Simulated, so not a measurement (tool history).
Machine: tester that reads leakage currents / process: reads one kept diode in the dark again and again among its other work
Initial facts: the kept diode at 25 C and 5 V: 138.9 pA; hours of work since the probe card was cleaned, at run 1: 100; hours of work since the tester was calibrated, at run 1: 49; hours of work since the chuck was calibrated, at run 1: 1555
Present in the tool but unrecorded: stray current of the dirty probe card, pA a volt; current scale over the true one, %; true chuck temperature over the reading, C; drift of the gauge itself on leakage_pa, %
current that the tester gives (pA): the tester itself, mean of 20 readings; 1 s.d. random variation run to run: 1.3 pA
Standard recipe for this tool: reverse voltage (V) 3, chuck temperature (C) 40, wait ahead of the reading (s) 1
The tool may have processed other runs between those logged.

| run | hour | reverse voltage (V) | chuck temperature (C) | wait ahead of the reading (s) | hours of work since the probe card was cleaned | hours of work since the tester was calibrated | hours of work since the chuck was calibrated | current that the tester gives (pA) |
|---|---|---|---|---|---|---|---|---|
| 1 | 0 | 3 | 40 | 1 | 100 | 49 | 1555 | 468.99 |
| 2 | 37.7 | 3 | 40 | 1.76 | 115 | 64 | 1571 | 470.25 |
| 3 | 79 | 3 | 40 | 1.76 | 132 | 80 | 1587 | 475.3 |
| 4 | 119.9 | 3 | 40 | 1 | 148 | 97 | 1604 | 470.86 |
| 5 | 161 | 3 | 40 | 1 | 165 | 114 | 1620 | 472.28 |
|  | 171.5 | chuck's temperature calibrated |
| 6 | 203.6 | 3 | 40 | 1 | 181 | 130 | 13 | 498.23 |
| 7 | 245.4 | 3 | 40 | 1 | 198 | 147 | 30 | 494.86 |
| 8 | 286.6 | 3 | 40 | 1 | 215 | 163 | 46 | 497.22 |
| 9 | 310.7 | 3 | 40 | 1 | 225 | 173 | 56 | 500.06 |
| 10 | 360 | 3 | 40 | 1 | 244 | 193 | 76 | 494.81 |
| 11 | 395 | 3 | 40 | 3.31 | 259 | 207 | 90 | 496.42 |
| 12 | 415.9 | 3.61 | 40 | 3.31 | 267 | 215 | 98 | 544.98 |
|  | 445.3 | chuck's temperature calibrated, once more |
| 13 | 464 | 3.61 | 40 | 3.31 | 285 | 234 | 8 | 486.46 |
| 14 | 486.6 | 3 | 40 | 1 | 295 | 243 | 17 | 444.81 |
| 15 | 517.4 | 3 | 40 | 1.42 | 307 | 256 | 29 | 442.3 |
| 16 | 549 | 3 | 40 | 1.42 | 320 | 268 | 42 | 446.29 |
| 17 | 579.3 | 1.69 | 48 | 1.42 | 332 | 280 | 54 | 674.26 |
| 18 | 604.7 | 1.69 | 48 | 1.42 | 342 | 291 | 64 | 670.95 |
| 19 | 636.7 | 1.28 | 40 | 9.2 | 355 | 304 | 77 | 297.97 |
| 20 | 676.1 | 1.24 | 25 | 8.6 | 371 | 319 | 93 | 73.48 |
| 21 | 699.4 | 4.47 | 25 | 0.4 | 380 | 329 | 102 | 140.11 |
| 22 | 720.6 | 3 | 20 | 0.33 | 389 | 337 | 111 | 73.11 |
| 23 | 751.9 | 3 | 20 | 0.33 | 401 | 350 | 124 | 72.53 |
| 24 | 794.6 | 1.11 | 29 | 1 | 419 | 367 | 141 | 102.93 |
| 25 | 826.7 | 2.96 | 58 | 4.96 | 432 | 380 | 154 | 1980.25 |
| 26 | 852.6 | 2.96 | 58 | 4.96 | 442 | 391 | 164 | 1991.36 |
| 27 | 898.3 | 2.96 | 58 | 4.96 | 460 | 409 | 183 | 1989.12 |
| 28 | 936.1 | 2.96 | 58 | 4.96 | 476 | 424 | 198 | 2006.27 |
| 29 | 982.2 | 10.5 | 42 | 2.78 | 494 | 443 | 216 | 977.48 |
| 30 | 1016.2 | 4.89 | 41 | 4.97 | 508 | 456 | 230 | 619.02 |
| 31 | 1053.6 | 9.22 | 42 | 1.21 | 523 | 472 | 245 | 927.12 |

Predict each of these 4 candidate next runs independently; none follows another, all start after run 31:
| A | 1095.8 | 3 | 40 | 3.19 | 540 | 489 | 262 | ? |
| B | 1095.8 | 1.91 | 28 | 1 | 540 | 489 | 262 | ? |
| C | 1095.8 | 7.1 | 38 | 1.21 | 540 | 489 | 262 | ? |
| D | 1095.8 | 6.7 | 25 | 0.34 | 540 | 489 | 262 | ? |

| run | current that the tester gives (pA) |
|---|---|
| A | 450.18 |
| B | 122.85 |
| C | 577.11 |
| D | 175.96 |
Take away the tool's hidden state, keep each run's random variation, and the runs would have read:
| run | current that the tester gives (pA) |
|---|---|
| A | 438.86 |
| B | 118.25 |
| C | 558.39 |
| D | 164.51 |
